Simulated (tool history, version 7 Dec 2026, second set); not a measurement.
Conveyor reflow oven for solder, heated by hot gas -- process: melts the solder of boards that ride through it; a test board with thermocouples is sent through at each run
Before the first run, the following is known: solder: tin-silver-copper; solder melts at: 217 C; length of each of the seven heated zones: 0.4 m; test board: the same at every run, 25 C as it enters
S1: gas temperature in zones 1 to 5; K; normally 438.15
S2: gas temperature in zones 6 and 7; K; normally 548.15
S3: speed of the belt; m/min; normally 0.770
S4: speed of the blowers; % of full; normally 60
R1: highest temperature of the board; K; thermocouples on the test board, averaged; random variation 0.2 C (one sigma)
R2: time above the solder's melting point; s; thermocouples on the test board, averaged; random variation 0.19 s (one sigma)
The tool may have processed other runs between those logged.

{"run": 1, "day": 0.0, "S1": 438.15, "S2": 548.15, "S3": 0.77, "S4": 60, "R1": 516.05, "R2": 35.3}
{"run": 2, "day": 0.283, "S1": 438.15, "S2": 548.15, "S3": 0.77, "S4": 60, "R1": 516.45, "R2": 34.9}
{"run": 3, "day": 0.662, "S1": 438.15, "S2": 536.15, "S3": 0.77, "S4": 60, "R1": 507.25, "R2": 26.6}
{"run": 4, "day": 0.917, "S1": 438.15, "S2": 536.15, "S3": 0.786, "S4": 60, "R1": 506.05, "R2": 24.8}
{"run": 5, "day": 1.4, "S1": 438.15, "S2": 536.15, "S3": 0.786, "S4": 60, "R1": 505.95, "R2": 24.8}
{"run": 6, "day": 1.775, "S1": 438.15, "S2": 562.15, "S3": 0.77, "S4": 63, "R1": 528.55, "R2": 44.1}
{"run": 7, "day": 2.221, "S1": 438.15, "S2": 562.15, "S3": 0.77, "S4": 63, "R1": 528.55, "R2": 44.0}
{"run": 8, "day": 2.5, "S1": 431.15, "S2": 562.15, "S3": 0.77, "S4": 56, "R1": 522.05, "R2": 38.3}
{"run": 9, "day": 2.925, "S1": 431.15, "S2": 562.15, "S3": 0.77, "S4": 56, "R1": 522.25, "R2": 38.1}
{"run": 10, "day": 3.304, "S1": 431.15, "S2": 562.15, "S3": 0.77, "S4": 56, "R1": 521.75, "R2": 38.2}

The same runs without the tool's hidden state, with the same run-to-run variation:
The tool's hidden condition here consists of: heat that the gas passes to the board, % of a clean oven's; belt's true speed, % of the reading; true gas temperature in zones 6 and 7 over the reading, C; drift of the gauge itself on peak_c, C; drift of the gauge itself on liquid_s, %.
run=1 R1=517.85 R2=36.8
run=2 R1=518.25 R2=36.4
run=3 R1=509.05 R2=28.5
run=4 R1=507.85 R2=26.9
run=5 R1=507.85 R2=26.9
run=6 R1=530.75 R2=45.4
run=7 R1=530.75 R2=45.2
run=8 R1=524.25 R2=39.8
run=9 R1=524.45 R2=39.7
run=10 R1=524.05 R2=39.8
